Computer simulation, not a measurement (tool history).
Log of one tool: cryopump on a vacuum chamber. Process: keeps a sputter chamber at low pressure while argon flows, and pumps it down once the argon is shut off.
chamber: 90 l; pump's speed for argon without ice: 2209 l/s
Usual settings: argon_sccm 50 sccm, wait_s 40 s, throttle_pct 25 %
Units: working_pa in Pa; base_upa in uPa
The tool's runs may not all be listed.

run   hour  argon_sccm  wait_s  throttle_pct  working_pa  base_upa
  1      0          50      40            25       0.153      1.77
  2   25.3          50      40            25      0.1536      1.77
  3   68.8          50      40            25       0.153      1.84
  4  102.5          50      40            25      0.1549      1.88
  5    132          50      40            25       0.156      1.89
  6    173          50      40            48      0.0824      1.93
  7  199.6          50      40            29      0.1348      1.93
  8  226.7          50      40            29      0.1361      1.97
  9    265          50      40            25      0.1574         2
 10  321.2          50      40            25      0.1592      2.15
 11  356.5          50      40            25      0.1585       2.1
 12  398.4          50     158            25      0.1585      1.72
 13  448.8          50     158            25      0.1614      1.72
 14  496.9          50     158            25      0.1614      1.87
 15  525.5          32      40            25      0.1038      2.32
 16    551          32      40            25      0.1031      2.26
 17  574.6          32      40            25      0.1042      2.38
 18  603.6          67      40            34      0.1653      2.45

Run 19 comes next. What will it give?
 19  636.2          67      40            34           ?         ?

{"run 19": {"working_pa": 0.166, "base_upa": 2.51}}
Without the tool's hidden state the same run would have given working_pa 0.1509 Pa, base_upa 0.77 uPa.
